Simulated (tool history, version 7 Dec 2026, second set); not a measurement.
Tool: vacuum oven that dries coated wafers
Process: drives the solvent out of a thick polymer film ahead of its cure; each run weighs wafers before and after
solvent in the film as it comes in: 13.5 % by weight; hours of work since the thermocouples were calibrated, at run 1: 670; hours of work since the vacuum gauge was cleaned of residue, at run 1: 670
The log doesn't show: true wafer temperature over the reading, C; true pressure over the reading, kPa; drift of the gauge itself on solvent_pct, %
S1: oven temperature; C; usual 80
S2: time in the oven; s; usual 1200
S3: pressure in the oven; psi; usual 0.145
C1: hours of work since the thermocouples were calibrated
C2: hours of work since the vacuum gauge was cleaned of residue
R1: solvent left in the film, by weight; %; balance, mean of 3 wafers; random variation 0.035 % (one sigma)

run 1 day=0.000 | S1=80 S2=1200 S3=0.145 | C1=670 C2=670 | R1=1.52
run 2 day=1.679 | S1=80 S2=1200 S3=0.203 | C1=689 C2=689 | R1=1.85
run 3 day=3.375 | S1=80 S2=1200 S3=0.145 | C1=708 C2=708 | R1=1.59
-- day=5.912 oven's thermocouples calibrated
run 4 day=6.742 | S1=80 S2=1200 S3=0.145 | C1=9 C2=745 | R1=1.37
run 5 day=9.154 | S1=80 S2=1200 S3=0.145 | C1=36 C2=772 | R1=1.39
run 6 day=10.733 | S1=80 S2=1200 S3=0.145 | C1=54 C2=790 | R1=1.43
run 7 day=12.771 | S1=80 S2=1200 S3=0.145 | C1=77 C2=813 | R1=1.43
run 8 day=15.467 | S1=80 S2=1200 S3=0.338 | C1=107 C2=843 | R1=2.41
run 9 day=17.029 | S1=80 S2=1200 S3=0.145 | C1=125 C2=861 | R1=1.46
run 10 day=19.129 | S1=80 S2=1200 S3=0.145 | C1=148 C2=884 | R1=1.44
run 11 day=21.296 | S1=80 S2=2040 S3=0.145 | C1=173 C2=909 | R1=0.94
run 12 day=23.104 | S1=80 S2=1200 S3=0.145 | C1=193 C2=929 | R1=1.45
run 13 day=25.196 | S1=80 S2=1200 S3=0.145 | C1=216 C2=952 | R1=1.48
run 14 day=26.900 | S1=80 S2=1200 S3=0.145 | C1=236 C2=971 | R1=1.47
run 15 day=30.121 | S1=73 S2=1200 S3=0.145 | C1=272 C2=1008 | R1=2.98
run 16 day=33.558 | S1=73 S2=1200 S3=0.145 | C1=310 C2=1046 | R1=3.05
run 17 day=35.908 | S1=73 S2=1200 S3=0.145 | C1=337 C2=1072 | R1=3.06
run 18 day=37.650 | S1=73 S2=1200 S3=0.145 | C1=356 C2=1092 | R1=3.01
run 19 day=39.254 | S1=73 S2=1200 S3=0.145 | C1=374 C2=1110 | R1=3.10
run 20 day=41.621 | S1=73 S2=1200 S3=0.145 | C1=401 C2=1137 | R1=3.08
run 21 day=43.625 | S1=73 S2=1200 S3=0.145 | C1=423 C2=1159 | R1=3.09
run 22 day=45.983 | S1=73 S2=1200 S3=0.145 | C1=450 C2=1186 | R1=3.08
run 23 day=48.925 | S1=80 S2=1200 S3=0.145 | C1=483 C2=1219 | R1=1.54
run 24 day=50.829 | S1=92 S2=1800 S3=0.368 | C1=504 C2=1240 | R1=1.30
run 25 day=54.038 | S1=80 S2=660 S3=0.566 | C1=540 C2=1276 | R1=4.88
run 26 day=57.067 | S1=88 S2=660 S3=0.566 | C1=574 C2=1310 | R1=2.91
run 27 day=59.008 | S1=87 S2=960 S3=0.083 | C1=596 C2=1332 | R1=0.80
run 28 day=61.750 | S1=93 S2=960 S3=0.083 | C1=627 C2=1363 | R1=0.46
run 29 day=64.358 | S1=89 S2=960 S3=0.129 | C1=656 C2=1392 | R1=0.81
run 30 day=67.950 | S1=89 S2=960 S3=0.129 | C1=696 C2=1432 | R1=0.80
run 31 day=69.750 | S1=94 S2=1200 S3=0.145 | C1=717 C2=1452 | R1=0.65
run 32 day=71.379 | S1=80 S2=1020 S3=0.290 | C1=735 C2=1471 | R1=2.73
-- day=71.700 oven's thermocouples calibrated
run 33 day=74.721 | S1=80 S2=1020 S3=0.290 | C1=34 C2=1507 | R1=2.63
run 34 day=78.225 | S1=80 S2=1020 S3=0.296 | C1=73 C2=1547 | R1=2.70
run 35 day=81.783 | S1=91 S2=840 S3=0.261 | C1=113 C2=1586 | R1=1.20
run 36 day=83.342 | S1=67 S2=1740 S3=0.177 | C1=131 C2=1604 | R1=4.07
run 37 day=86.492 | S1=90 S2=1500 S3=0.177 | C1=166 C2=1639 | R1=0.89
run 38 day=90.046 | S1=75 S2=900 S3=0.190 | C1=206 C2=1679 | R1=3.90
run 39 day=91.725 | S1=69 S2=720 S3=0.511 | C1=225 C2=1698 | R1=8.07
run 40 day=93.721 | S1=69 S2=720 S3=0.511 | C1=247 C2=1720 | R1=8.10
run 41 day=96.688 | S1=69 S2=720 S3=0.511 | C1=280 C2=1754 | R1=8.02
run 42 day=99.458 | S1=81 S2=1320 S3=0.133 | C1=312 C2=1785 | R1=1.39
run 43 day=100.967 | S1=84 S2=1200 S3=0.158 | C1=328 C2=1802 | R1=1.28
run 44 day=103.867 | S1=84 S2=1200 S3=0.158 | C1=361 C2=1834 | R1=1.19
run 45 day=106.317 | S1=83 S2=1380 S3=0.274 | C1=389 C2=1862 | R1=1.71
run 46 day=109.258 | S1=88 S2=1680 S3=0.081 | C1=422 C2=1895 | R1=0.56

Hidden state at the last listed run before each entry between runs and at the first one after, where it differs:
Between runs 3 and 4: oven's thermocouples calibrated (day 5.912)
  true wafer temperature over the reading, C: -0.66 -> 0.26; true pressure over the reading, kPa: 0.163 -> 0.171
  measured less the result without the state, R1: +0.22 -> +0.08 %
Between runs 32 and 33: oven's thermocouples calibrated (day 71.700)
  true wafer temperature over the reading, C: -0.37 -> -0.23; true pressure over the reading, kPa: 0.328 -> 0.337
  measured less the result without the state, R1: +0.31 -> +0.28 %

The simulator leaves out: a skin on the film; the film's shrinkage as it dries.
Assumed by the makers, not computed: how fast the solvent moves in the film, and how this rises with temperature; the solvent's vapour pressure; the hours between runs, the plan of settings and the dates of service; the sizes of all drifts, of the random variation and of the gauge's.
